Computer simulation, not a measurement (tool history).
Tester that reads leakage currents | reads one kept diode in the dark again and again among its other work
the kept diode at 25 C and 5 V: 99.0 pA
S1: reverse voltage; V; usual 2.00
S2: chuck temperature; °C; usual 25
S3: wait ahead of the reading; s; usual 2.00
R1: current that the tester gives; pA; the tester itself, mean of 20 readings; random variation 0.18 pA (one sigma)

{"run": 1, "day": 0.0, "S1": 2.0, "S2": 25, "S3": 2.0, "R1": 64.83}
{"run": 2, "day": 1.621, "S1": 2.0, "S2": 25, "S3": 6.17, "R1": 65.37}
{"run": 3, "day": 3.275, "S1": 10.85, "S2": 25, "S3": 2.0, "R1": 187.47}
{"run": 4, "day": 4.242, "S1": 10.85, "S2": 48, "S3": 2.0, "R1": 1051.55}
{"run": 5, "day": 5.679, "S1": 2.0, "S2": 38, "S3": 2.0, "R1": 186.21}
{"run": 6, "day": 7.733, "S1": 6.48, "S2": 25, "S3": 2.0, "R1": 137.94}
{"run": 7, "day": 9.308, "S1": 6.48, "S2": 25, "S3": 2.0, "R1": 138.86}
{"run": 8, "day": 11.05, "S1": 6.48, "S2": 25, "S3": 2.0, "R1": 140.36}
{"run": 9, "day": 12.212, "S1": 3.06, "S2": 25, "S3": 2.0, "R1": 88.43}
{"run": 10, "day": 13.575, "S1": 2.0, "S2": 25, "S3": 2.0, "R1": 68.67}
{"day": 14.533, "done": "probe card cleaned and baked"}
{"run": 11, "day": 14.779, "S1": 2.0, "S2": 25, "S3": 2.0, "R1": 63.19}
{"run": 12, "day": 16.571, "S1": 2.0, "S2": 49, "S3": 2.0, "R1": 434.17}
{"run": 13, "day": 17.483, "S1": 2.0, "S2": 25, "S3": 2.0, "R1": 64.15}
{"run": 14, "day": 19.329, "S1": 2.0, "S2": 25, "S3": 2.0, "R1": 64.72}
{"run": 15, "day": 20.621, "S1": 2.0, "S2": 52, "S3": 2.0, "R1": 550.12}
{"run": 16, "day": 22.383, "S1": 16.44, "S2": 23, "S3": 2.0, "R1": 186.33}
{"run": 17, "day": 23.912, "S1": 16.44, "S2": 23, "S3": 2.0, "R1": 188.26}
{"run": 18, "day": 25.908, "S1": 16.32, "S2": 28, "S3": 1.01, "R1": 288.57}
{"run": 19, "day": 27.325, "S1": 1.16, "S2": 25, "S3": 2.0, "R1": 49.12}
{"run": 20, "day": 29.175, "S1": 2.0, "S2": 21, "S3": 2.0, "R1": 47.8}
{"run": 21, "day": 30.708, "S1": 2.0, "S2": 48, "S3": 2.0, "R1": 425.81}

Forecast run 22:
{"run": 22, "day": 32.679, "S1": 2.0, "S2": 48, "S3": 2.0, "R1": "?"}

Run 22 gave R1 428.22 pA.
Without the tool's hidden state the same run would have given R1 378.17 pA.

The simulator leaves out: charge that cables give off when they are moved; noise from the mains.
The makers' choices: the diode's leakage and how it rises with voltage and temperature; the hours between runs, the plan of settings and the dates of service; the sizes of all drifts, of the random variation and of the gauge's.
